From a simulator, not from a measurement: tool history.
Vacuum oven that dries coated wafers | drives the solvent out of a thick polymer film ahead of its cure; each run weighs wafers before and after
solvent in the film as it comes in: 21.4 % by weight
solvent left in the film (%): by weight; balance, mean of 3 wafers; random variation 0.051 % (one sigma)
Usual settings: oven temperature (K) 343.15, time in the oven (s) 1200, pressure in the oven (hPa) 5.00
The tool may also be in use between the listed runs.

{"run": 1, "hour": 0.0, "oven temperature (K)": 343.15, "time in the oven (s)": 1200, "pressure in the oven (hPa)": 5.0, "solvent left in the film (%)": 0.99}
{"run": 2, "hour": 15.6, "oven temperature (K)": 343.15, "time in the oven (s)": 1200, "pressure in the oven (hPa)": 5.0, "solvent left in the film (%)": 0.93}
{"run": 3, "hour": 26.8, "oven temperature (K)": 343.15, "time in the oven (s)": 1200, "pressure in the oven (hPa)": 5.0, "solvent left in the film (%)": 0.95}
{"run": 4, "hour": 35.1, "oven temperature (K)": 333.15, "time in the oven (s)": 1200, "pressure in the oven (hPa)": 5.0, "solvent left in the film (%)": 4.1}
{"run": 5, "hour": 44.1, "oven temperature (K)": 333.15, "time in the oven (s)": 1200, "pressure in the oven (hPa)": 5.0, "solvent left in the film (%)": 4.23}
{"run": 6, "hour": 54.1, "oven temperature (K)": 333.15, "time in the oven (s)": 1200, "pressure in the oven (hPa)": 5.0, "solvent left in the film (%)": 4.18}
{"run": 7, "hour": 65.3, "oven temperature (K)": 343.15, "time in the oven (s)": 1260, "pressure in the oven (hPa)": 5.0, "solvent left in the film (%)": 0.76}
{"run": 8, "hour": 75.0, "oven temperature (K)": 343.15, "time in the oven (s)": 1260, "pressure in the oven (hPa)": 5.0, "solvent left in the film (%)": 0.87}
{"run": 9, "hour": 89.7, "oven temperature (K)": 343.15, "time in the oven (s)": 1260, "pressure in the oven (hPa)": 5.0, "solvent left in the film (%)": 0.77}
{"run": 10, "hour": 97.8, "oven temperature (K)": 343.15, "time in the oven (s)": 1200, "pressure in the oven (hPa)": 5.0, "solvent left in the film (%)": 0.92}
{"run": 11, "hour": 113.7, "oven temperature (K)": 343.15, "time in the oven (s)": 1200, "pressure in the oven (hPa)": 5.0, "solvent left in the film (%)": 0.91}
{"run": 12, "hour": 124.6, "oven temperature (K)": 343.15, "time in the oven (s)": 1200, "pressure in the oven (hPa)": 5.0, "solvent left in the film (%)": 0.96}
{"run": 13, "hour": 135.9, "oven temperature (K)": 343.15, "time in the oven (s)": 1200, "pressure in the oven (hPa)": 5.0, "solvent left in the film (%)": 0.96}
{"run": 14, "hour": 148.3, "oven temperature (K)": 343.15, "time in the oven (s)": 840, "pressure in the oven (hPa)": 5.0, "solvent left in the film (%)": 2.09}
{"hour": 151.0, "done": "vacuum gauge cleaned of residue and calibrated"}
{"run": 15, "hour": 158.9, "oven temperature (K)": 343.15, "time in the oven (s)": 840, "pressure in the oven (hPa)": 5.0, "solvent left in the film (%)": 2.12}
{"run": 16, "hour": 177.0, "oven temperature (K)": 337.15, "time in the oven (s)": 1020, "pressure in the oven (hPa)": 8.55, "solvent left in the film (%)": 3.52}
{"hour": 179.9, "done": "vacuum gauge cleaned of residue and calibrated, once more"}
{"run": 17, "hour": 196.7, "oven temperature (K)": 352.15, "time in the oven (s)": 1200, "pressure in the oven (hPa)": 17.97, "solvent left in the film (%)": 0.49}
{"run": 18, "hour": 211.1, "oven temperature (K)": 352.15, "time in the oven (s)": 1200, "pressure in the oven (hPa)": 9.57, "solvent left in the film (%)": 0.37}
{"run": 19, "hour": 223.9, "oven temperature (K)": 350.15, "time in the oven (s)": 1200, "pressure in the oven (hPa)": 4.21, "solvent left in the film (%)": 0.29}
{"run": 20, "hour": 235.5, "oven temperature (K)": 354.15, "time in the oven (s)": 1260, "pressure in the oven (hPa)": 5.21, "solvent left in the film (%)": 0.07}
{"run": 21, "hour": 252.4, "oven temperature (K)": 354.15, "time in the oven (s)": 1260, "pressure in the oven (hPa)": 5.21, "solvent left in the film (%)": 0.19}
{"run": 22, "hour": 266.9, "oven temperature (K)": 343.15, "time in the oven (s)": 900, "pressure in the oven (hPa)": 18.79, "solvent left in the film (%)": 2.26}
{"run": 23, "hour": 282.1, "oven temperature (K)": 337.15, "time in the oven (s)": 1020, "pressure in the oven (hPa)": 9.4, "solvent left in the film (%)": 3.55}
{"run": 24, "hour": 298.4, "oven temperature (K)": 343.15, "time in the oven (s)": 600, "pressure in the oven (hPa)": 6.74, "solvent left in the film (%)": 3.77}
{"run": 25, "hour": 314.5, "oven temperature (K)": 337.15, "time in the oven (s)": 840, "pressure in the oven (hPa)": 3.23, "solvent left in the film (%)": 4.37}
{"run": 26, "hour": 325.8, "oven temperature (K)": 337.15, "time in the oven (s)": 840, "pressure in the oven (hPa)": 3.23, "solvent left in the film (%)": 4.34}
{"run": 27, "hour": 339.0, "oven temperature (K)": 343.15, "time in the oven (s)": 1260, "pressure in the oven (hPa)": 11.93, "solvent left in the film (%)": 1.17}
{"run": 28, "hour": 352.2, "oven temperature (K)": 351.15, "time in the oven (s)": 1680, "pressure in the oven (hPa)": 5.0, "solvent left in the film (%)": 0.15}

5 ways to go on from here, each from the tool as it stands after run 28. What would each give?
{"run": "A", "hour": 360.0, "oven temperature (K)": 352.15, "time in the oven (s)": 660, "pressure in the oven (hPa)": 13.12, "solvent left in the film (%)": "?"}
{"run": "B", "hour": 360.0, "oven temperature (K)": 351.15, "time in the oven (s)": 1680, "pressure in the oven (hPa)": 7.3, "solvent left in the film (%)": "?"}
{"run": "C", "hour": 360.0, "oven temperature (K)": 333.15, "time in the oven (s)": 1200, "pressure in the oven (hPa)": 5.0, "solvent left in the film (%)": "?"}
{"run": "D", "hour": 360.0, "oven temperature (K)": 343.15, "time in the oven (s)": 1200, "pressure in the oven (hPa)": 2.73, "solvent left in the film (%)": "?"}
{"run": "E", "hour": 360.0, "oven temperature (K)": 355.15, "time in the oven (s)": 1140, "pressure in the oven (hPa)": 5.0, "solvent left in the film (%)": "?"}

run=A solvent_left_in_the_film_(%)=1.02
run=B solvent_left_in_the_film_(%)=0.17
run=C solvent_left_in_the_film_(%)=4.06
run=D solvent_left_in_the_film_(%)=0.85
run=E solvent_left_in_the_film_(%)=0.17
Without the tool's hidden state the same runs would have given:
run=A solvent_left_in_the_film_(%)=0.89
run=B solvent_left_in_the_film_(%)=0.15
run=C solvent_left_in_the_film_(%)=3.66
run=D solvent_left_in_the_film_(%)=0.70
run=E solvent_left_in_the_film_(%)=0.16
